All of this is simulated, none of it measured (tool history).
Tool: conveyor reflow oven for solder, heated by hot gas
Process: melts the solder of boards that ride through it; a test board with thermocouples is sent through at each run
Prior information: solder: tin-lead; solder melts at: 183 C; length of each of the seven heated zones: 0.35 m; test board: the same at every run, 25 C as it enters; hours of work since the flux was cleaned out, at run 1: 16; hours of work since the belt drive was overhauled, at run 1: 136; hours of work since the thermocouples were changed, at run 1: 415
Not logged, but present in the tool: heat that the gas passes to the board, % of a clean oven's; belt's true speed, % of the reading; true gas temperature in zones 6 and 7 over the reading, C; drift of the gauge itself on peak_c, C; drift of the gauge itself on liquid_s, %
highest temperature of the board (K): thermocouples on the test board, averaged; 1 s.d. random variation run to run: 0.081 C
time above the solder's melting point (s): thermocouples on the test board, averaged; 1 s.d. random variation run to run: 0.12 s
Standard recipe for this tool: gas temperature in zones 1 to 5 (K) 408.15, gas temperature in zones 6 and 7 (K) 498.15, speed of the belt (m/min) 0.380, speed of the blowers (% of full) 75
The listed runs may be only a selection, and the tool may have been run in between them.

| run | hour | gas temperature in zones 1 to 5 (K) | gas temperature in zones 6 and 7 (K) | speed of the belt (m/min) | speed of the blowers (% of full) | hours of work since the flux was cleaned out | hours of work since the belt drive was overhauled | hours of work since the thermocouples were changed | highest temperature of the board (K) | time above the solder's melting point (s) |
|---|---|---|---|---|---|---|---|---|---|---|
| 1 | 0.0 | 408.15 | 498.15 | 0.380 | 75 | 16 | 136 | 415 | 486.15 | 78.1 |
| 2 | 9.8 | 408.15 | 498.15 | 0.380 | 75 | 22 | 142 | 420 | 486.15 | 78.3 |
| 3 | 18.7 | 408.15 | 498.15 | 0.380 | 75 | 27 | 147 | 425 | 486.28 | 78.1 |
| 4 | 25.1 | 408.15 | 498.15 | 0.380 | 75 | 31 | 150 | 429 | 486.15 | 77.9 |
| 5 | 35.5 | 408.15 | 498.15 | 0.380 | 75 | 36 | 156 | 435 | 486.13 | 78.0 |
| 6 | 43.7 | 408.15 | 498.15 | 0.380 | 75 | 41 | 161 | 440 | 486.24 | 77.9 |
| 7 | 51.8 | 408.15 | 498.15 | 0.380 | 75 | 46 | 165 | 444 | 486.12 | 77.8 |
| 8 | 60.2 | 408.15 | 498.15 | 0.380 | 75 | 50 | 170 | 449 | 486.25 | 78.0 |
| 9 | 70.6 | 408.15 | 498.15 | 0.380 | 75 | 56 | 176 | 455 | 486.13 | 78.1 |
| 10 | 78.5 | 404.15 | 498.15 | 0.380 | 75 | 61 | 180 | 459 | 485.60 | 75.4 |
| 11 | 84.9 | 408.15 | 498.15 | 0.380 | 75 | 64 | 184 | 463 | 486.14 | 78.0 |
| 12 | 96.9 | 408.15 | 498.15 | 0.380 | 75 | 71 | 191 | 470 | 486.17 | 77.8 |
| 13 | 104.7 | 408.15 | 498.15 | 0.380 | 75 | 76 | 195 | 474 | 486.23 | 77.9 |
| 14 | 113.6 | 408.15 | 498.15 | 0.380 | 75 | 81 | 200 | 479 | 486.18 | 78.1 |
| 15 | 126.6 | 408.15 | 498.15 | 0.380 | 75 | 88 | 208 | 486 | 486.35 | 77.9 |
| 16 | 139.7 | 408.15 | 498.15 | 0.380 | 75 | 95 | 215 | 494 | 486.29 | 77.9 |
| 17 | 150.5 | 408.15 | 509.15 | 0.441 | 75 | 101 | 221 | 500 | 491.10 | 70.6 |
| 18 | 162.5 | 408.15 | 509.15 | 0.441 | 75 | 108 | 228 | 507 | 491.22 | 70.4 |
| 19 | 169.7 | 408.15 | 509.15 | 0.441 | 75 | 112 | 232 | 511 | 491.25 | 70.6 |
| 20 | 181.9 | 410.15 | 502.15 | 0.441 | 88 | 119 | 239 | 518 | 488.35 | 69.6 |
| 21 | 189.6 | 410.15 | 502.15 | 0.441 | 88 | 124 | 243 | 522 | 488.29 | 69.5 |
| 22 | 198.5 | 408.15 | 498.15 | 0.453 | 75 | 129 | 248 | 527 | 480.96 | 57.4 |
| 23 | 212.3 | 408.15 | 498.15 | 0.453 | 75 | 136 | 256 | 535 | 480.91 | 57.5 |
| 24 | 220.9 | 408.15 | 498.15 | 0.453 | 75 | 141 | 261 | 540 | 480.79 | 57.5 |
| 25 | 230.3 | 408.15 | 498.15 | 0.453 | 75 | 147 | 266 | 545 | 480.87 | 57.2 |
| 26 | 236.7 | 406.15 | 490.15 | 0.306 | 75 | 150 | 270 | 549 | 483.62 | 96.4 |
| 27 | 244.5 | 420.15 | 511.15 | 0.399 | 88 | 155 | 274 | 553 | 500.66 | 93.7 |
| 28 | 254.8 | 420.15 | 511.15 | 0.399 | 88 | 160 | 280 | 559 | 500.57 | 93.7 |
|  | 264.7 | flux residue cleaned out of gas plates and filters |
| 29 | 267.5 | 420.15 | 511.15 | 0.399 | 88 | 2 | 284 | 563 | 501.05 | 94.0 |
| 30 | 274.4 | 417.15 | 498.15 | 0.380 | 71 | 5 | 288 | 567 | 487.37 | 83.9 |

Consider 4 possible next runs. They are alternatives, not a sequence: every one starts from the tool as it was left by run 30. What does each give?
| A | 287.8 | 405.15 | 498.15 | 0.380 | 71 | 13 | 296 | 575 | ? | ? |
| B | 287.8 | 406.15 | 486.15 | 0.380 | 62 | 13 | 296 | 575 | ? | ? |
| C | 287.8 | 403.15 | 498.15 | 0.334 | 75 | 13 | 296 | 575 | ? | ? |
| D | 287.8 | 408.15 | 502.15 | 0.374 | 75 | 13 | 296 | 575 | ? | ? |

| run | highest temperature of the board (K) | time above the solder's melting point (s) |
|---|---|---|
| A | 485.44 | 75.2 |
| B | 472.87 | 55.2 |
| C | 489.35 | 92.4 |
| D | 490.72 | 84.7 |
Without the tool's unlogged condition, the same runs would have read:
| run | highest temperature of the board (K) | time above the solder's melting point (s) |
|---|---|---|
| A | 484.16 | 73.3 |
| B | 471.60 | 52.4 |
| C | 488.00 | 90.5 |
| D | 489.42 | 82.9 |

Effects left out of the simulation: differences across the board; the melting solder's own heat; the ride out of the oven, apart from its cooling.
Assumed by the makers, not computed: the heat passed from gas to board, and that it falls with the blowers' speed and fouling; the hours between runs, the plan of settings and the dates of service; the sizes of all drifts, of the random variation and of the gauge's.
